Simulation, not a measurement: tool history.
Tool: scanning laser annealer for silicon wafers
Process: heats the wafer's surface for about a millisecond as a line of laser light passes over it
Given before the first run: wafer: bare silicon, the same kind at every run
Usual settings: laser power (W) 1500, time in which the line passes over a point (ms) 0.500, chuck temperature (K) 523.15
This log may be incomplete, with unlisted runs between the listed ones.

| run | day | laser power (W) | time in which the line passes over a point (ms) | chuck temperature (K) | highest temperature of the surface (K) |
|---|---|---|---|---|---|
| 1 | 0.000 | 1500 | 0.500 | 523.15 | 1226.15 |
| 2 | 2.050 | 1341 | 0.500 | 523.15 | 1139.15 |
| 3 | 3.408 | 1341 | 0.500 | 523.15 | 1140.15 |
| 4 | 5.700 | 1500 | 0.500 | 540.15 | 1241.15 |
| 5 | 7.862 | 1500 | 0.500 | 523.15 | 1222.15 |
| 6 | 9.925 | 1500 | 0.500 | 523.15 | 1221.15 |
| 7 | 11.621 | 1500 | 0.355 | 498.15 | 1077.15 |
| 8 | 13.808 | 1379 | 0.355 | 486.15 | 1010.15 |
| 9 | 15.388 | 1379 | 0.601 | 511.15 | 1210.15 |
| 10 | 17.275 | 1487 | 0.486 | 523.15 | 1202.15 |
| 11 | 18.967 | 1299 | 0.499 | 523.15 | 1112.15 |

Here are 4 independent what-if runs from the current tool condition. What would each one return?
| A | 21.083 | 1460 | 0.558 | 485.15 | ? |
| B | 21.083 | 1299 | 0.499 | 523.15 | ? |
| C | 21.083 | 1500 | 0.500 | 563.15 | ? |
| D | 21.083 | 1369 | 0.358 | 511.15 | ? |

| run | highest temperature of the surface (K) |
|---|---|
| A | 1201.15 |
| B | 1113.15 |
| C | 1256.15 |
| D | 1030.15 |
Without the tool's hidden state the same runs would have given:
| run | highest temperature of the surface (K) |
|---|---|
| A | 1220.15 |
| B | 1129.15 |
| C | 1275.15 |
| D | 1044.15 |

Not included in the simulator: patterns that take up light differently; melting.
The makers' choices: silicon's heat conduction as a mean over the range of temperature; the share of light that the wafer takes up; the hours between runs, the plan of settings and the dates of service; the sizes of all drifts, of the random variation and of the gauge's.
